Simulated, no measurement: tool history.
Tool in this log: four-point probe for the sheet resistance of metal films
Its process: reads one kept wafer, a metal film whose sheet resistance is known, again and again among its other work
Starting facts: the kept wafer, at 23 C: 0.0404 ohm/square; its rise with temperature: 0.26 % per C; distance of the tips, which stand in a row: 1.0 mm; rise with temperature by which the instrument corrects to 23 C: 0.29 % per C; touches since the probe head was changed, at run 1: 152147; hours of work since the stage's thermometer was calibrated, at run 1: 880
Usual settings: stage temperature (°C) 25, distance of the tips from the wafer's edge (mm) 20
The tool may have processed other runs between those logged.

run	hour	stage temperature (°C)	distance of the tips from the wafer's edge (mm)	touches since the probe head was changed	hours of work since the stage's thermometer was calibrated	sheet resistance as the instrument gives it (ohm/square)
1	0.0	25	20	152147	880	0.040920
2	74.0	25	20	156287	932	0.040924
# hour 80.8: new probe head fitted
3	148.5	25	20	3792	983	0.040573
4	217.5	25	20	7652	1032	0.040573
5	266.4	25	20	10389	1066	0.040587
6	360.7	25	57	15666	1132	0.040554
7	467.2	25	65	21625	1207	0.040582
8	536.7	25	20	25517	1256	0.040632
9	584.6	25	20	28194	1290	0.040646
10	639.6	25	20	31275	1328	0.040654
11	731.5	25	20	36418	1393	0.040644
12	782.1	21	20	39247	1428	0.040715
13	828.9	25	15	41869	1461	0.040732
14	923.9	19	20	47184	1528	0.040788
15	1014.7	19	20	52264	1592	0.040786
16	1106.3	19	6	57389	1656	0.041356
17	1173.5	25	49	61153	1703	0.040690
18	1239.4	25	49	64838	1750	0.040683
19	1335.1	25	49	70198	1817	0.040707
20	1409.8	27	14	74377	1869	0.040798
21	1495.8	27	14	79190	1930	0.040808
22	1572.3	34	7	83471	1983	0.041073
23	1666.1	34	7	88718	2049	0.041092
24	1772.6	34	7	94678	2124	0.041121
25	1821.8	33	36	97435	2159	0.040693
26	1916.1	32	71	102712	2225	0.040709
27	1983.3	25	3	106469	2272	0.043109
28	2055.5	30	3	110511	2323	0.043056
29	2098.9	30	3	112942	2353	0.043052
30	2158.9	25	37	116300	2395	0.040865
31	2219.9	25	37	119712	2438	0.040859
32	2275.5	21	22	122825	2477	0.040953
33	2352.6	21	22	127136	2531	0.040978
34	2450.9	21	22	132636	2600	0.040984
35	2539.7	23	53	137606	2663	0.040927

Below are 4 alternative next runs, each starting from the tool's condition after run 35. Predict each:
A	2588.2	26	5	140319	2697	?
B	2588.2	26	53	140319	2697	?
C	2588.2	23	3	140319	2697	?
D	2588.2	24	21	140319	2697	?

run	sheet resistance as the instrument gives it (ohm/square)
A	0.041758
B	0.040913
C	0.043234
D	0.040969
Stripped of hidden state, with their random variation kept, the same runs would have yielded:
run	sheet resistance as the instrument gives it (ohm/square)
A	0.041213
B	0.040377
C	0.042670
D	0.040433

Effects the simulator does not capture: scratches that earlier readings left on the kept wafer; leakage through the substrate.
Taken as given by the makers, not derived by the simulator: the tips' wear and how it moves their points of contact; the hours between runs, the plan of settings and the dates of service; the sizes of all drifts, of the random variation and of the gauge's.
